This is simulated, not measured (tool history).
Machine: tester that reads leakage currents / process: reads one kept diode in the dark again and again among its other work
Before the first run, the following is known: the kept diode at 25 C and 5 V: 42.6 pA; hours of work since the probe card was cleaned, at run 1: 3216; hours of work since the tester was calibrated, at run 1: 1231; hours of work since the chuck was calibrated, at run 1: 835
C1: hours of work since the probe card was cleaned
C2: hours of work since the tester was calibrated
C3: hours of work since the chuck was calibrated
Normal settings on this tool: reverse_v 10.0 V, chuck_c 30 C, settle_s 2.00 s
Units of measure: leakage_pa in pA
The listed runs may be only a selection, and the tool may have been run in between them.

Run 1, hour 0.0: usual settings; C1 3216; C2 1231; C3 835. Result: leakage_pa 123.09 pA.
At hour 188.7: probe card cleaned and baked.
Run 2, hour 199.9: usual settings; C1 8; C2 1375; C3 979. Result: leakage_pa 102.26 pA.
Run 3, hour 394.4: usual settings; C1 150; C2 1517; C3 1121. Result: leakage_pa 104.07 pA.
Run 4, hour 501.0: usual settings but settle_s 1.15 s; C1 228; C2 1595; C3 1199. Result: leakage_pa 106.05 pA.
Run 5, hour 691.2: usual settings but settle_s 0.63 s; C1 368; C2 1735; C3 1338. Result: leakage_pa 109.84 pA.
Run 6, hour 857.4: usual settings but reverse_v 1.9 V, settle_s 8.36 s; C1 489; C2 1856; C3 1460. Result: leakage_pa 54.47 pA.
Run 7, hour 1054.3: usual settings but reverse_v 1.9 V, settle_s 8.36 s; C1 633; C2 2000; C3 1604. Result: leakage_pa 55.83 pA.
Run 8, hour 1264.6: usual settings but reverse_v 2.4 V, chuck_c 53 C, settle_s 8.36 s; C1 787; C2 2154; C3 1758. Result: leakage_pa 452.87 pA.
Run 9, hour 1424.6: usual settings but chuck_c 28 C, settle_s 4.34 s; C1 904; C2 2271; C3 1875. Result: leakage_pa 98.68 pA.
Run 10, hour 1516.7: usual settings but chuck_c 28 C, settle_s 4.34 s; C1 971; C2 2338; C3 1942. Result: leakage_pa 99.56 pA.

5 options for the next run, each taken on its own from the tool as it stands now. Forecast them:
Run A, hour 1607.1: usual settings but chuck_c 48 C, settle_s 1.10 s; C1 1037; C2 2404; C3 2008. Result: leakage_pa ?.
Run B, hour 1607.1: usual settings but chuck_c 24 C; C1 1037; C2 2404; C3 2008. Result: leakage_pa ?.
Run C, hour 1607.1: usual settings but chuck_c 48 C, settle_s 4.34 s; C1 1037; C2 2404; C3 2008. Result: leakage_pa ?.
Run D, hour 1607.1: usual settings but chuck_c 28 C, settle_s 5.10 s; C1 1037; C2 2404; C3 2008. Result: leakage_pa ?.
Run E, hour 1607.1: usual settings but reverse_v 2.3 V, settle_s 0.37 s; C1 1037; C2 2404; C3 2008. Result: leakage_pa ?.

run  leakage_pa
  A      552.34
  B       72.31
  C      554.79
  D      101.14
  E       64.26
Without the tool's hidden state the same runs would have given:
run  leakage_pa
  A      456.71
  B       52.39
  C      458.59
  D       76.23
  E       51.43
